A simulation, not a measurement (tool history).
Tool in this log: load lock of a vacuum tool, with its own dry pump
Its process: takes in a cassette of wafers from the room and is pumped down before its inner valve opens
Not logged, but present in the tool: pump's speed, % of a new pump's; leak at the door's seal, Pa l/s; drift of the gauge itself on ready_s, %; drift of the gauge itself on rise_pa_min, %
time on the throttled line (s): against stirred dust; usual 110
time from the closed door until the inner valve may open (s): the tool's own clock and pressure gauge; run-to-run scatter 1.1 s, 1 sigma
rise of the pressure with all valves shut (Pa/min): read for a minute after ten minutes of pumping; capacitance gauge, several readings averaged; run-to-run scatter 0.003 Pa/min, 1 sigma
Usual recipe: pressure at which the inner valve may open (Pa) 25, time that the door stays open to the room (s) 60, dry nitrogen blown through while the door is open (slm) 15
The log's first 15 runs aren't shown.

run	hour	time on the throttled line (s)	pressure at which the inner valve may open (Pa)	time that the door stays open to the room (s)	dry nitrogen blown through while the door is open (slm)	hours that the pump has run since its overhaul	times that the door has closed on its seal	incoming humidity of the room's air, %	time from the closed door until the inner valve may open (s)	rise of the pressure with all valves shut (Pa/min)
16	4549.3	110	25	60	22	17153	33656	46.3	191.4	0.298
17	4806.9	110	25	60	15	17411	34793	47.7	194.0	0.320
18	5226.4	110	25	60	15	17831	36646	45.4	196.1	0.340
19	5516.5	110	25	60	15	18121	37927	41.0	195.1	0.359
20	5813.8	82	22	60	15	18418	39240	43.0	176.6	0.375
21	6147.8	110	23	86	23	18752	40714	45.2	194.8	0.395
22	6555.4	110	37	192	15	19159	42514	42.7	189.4	0.424
23	6964.6	76	26	101	6	19569	44321	42.7	171.3	0.475
24	7366.8	76	44	149	7	19971	46097	45.5	164.5	0.500
25	7594.5	76	44	149	7	20199	47102	44.5	164.1	0.510
26	7977.5	110	25	145	15	20582	48794	45.6	198.0	0.532
27	8173.3	61	28	70	27	20777	49658	45.8	162.5	0.537
28	8435.6	110	23	108	10	21040	50816	42.9	198.4	0.557
29	8640.4	80	23	108	10	21245	51721	48.6	176.9	0.573
30	8893.5	80	23	108	10	21498	52838	47.4	179.0	0.595
# hour 9042.5: dry pump taken out, an overhauled one fitted
31	9129.1	144	19	53	26	87	53852	45.1	208.9	0.613
32	9314.3	201	25	53	15	272	54670	45.2	249.8	0.628
33	9570.3	201	25	53	15	528	55800	45.1	250.6	0.639
34	9807.6	110	37	68	5	765	56848	46.7	175.9	0.668
35	10205.1	56	37	78	10	1163	58603	44.2	135.8	0.710
36	10486.9	56	43	34	10	1444	59847	45.1	132.9	0.718
# hour 10743.7: door's seal changed, seat wiped
37	10825.8	56	43	34	10	1782	363	48.1	134.2	0.016

Predict each of these 3 candidate next runs independently; none follows another, all start after run 37:
A	11083.2	189	43	34	10	2039	1499	43.5	?	?
B	11083.2	189	31	34	13	2039	1499	46.4	?	?
C	11083.2	155	43	34	10	2039	1499	45.8	?	?

run	time from the closed door until the inner valve may open (s)	rise of the pressure with all valves shut (Pa/min)
A	235.1	0.024
B	237.4	0.020
C	212.3	0.017
The same runs, with their run-to-run variation unchanged, on a tool lacking any hidden condition would have given:
run	time from the closed door until the inner valve may open (s)	rise of the pressure with all valves shut (Pa/min)
A	233.8	0.018
B	236.0	0.014
C	210.7	0.012
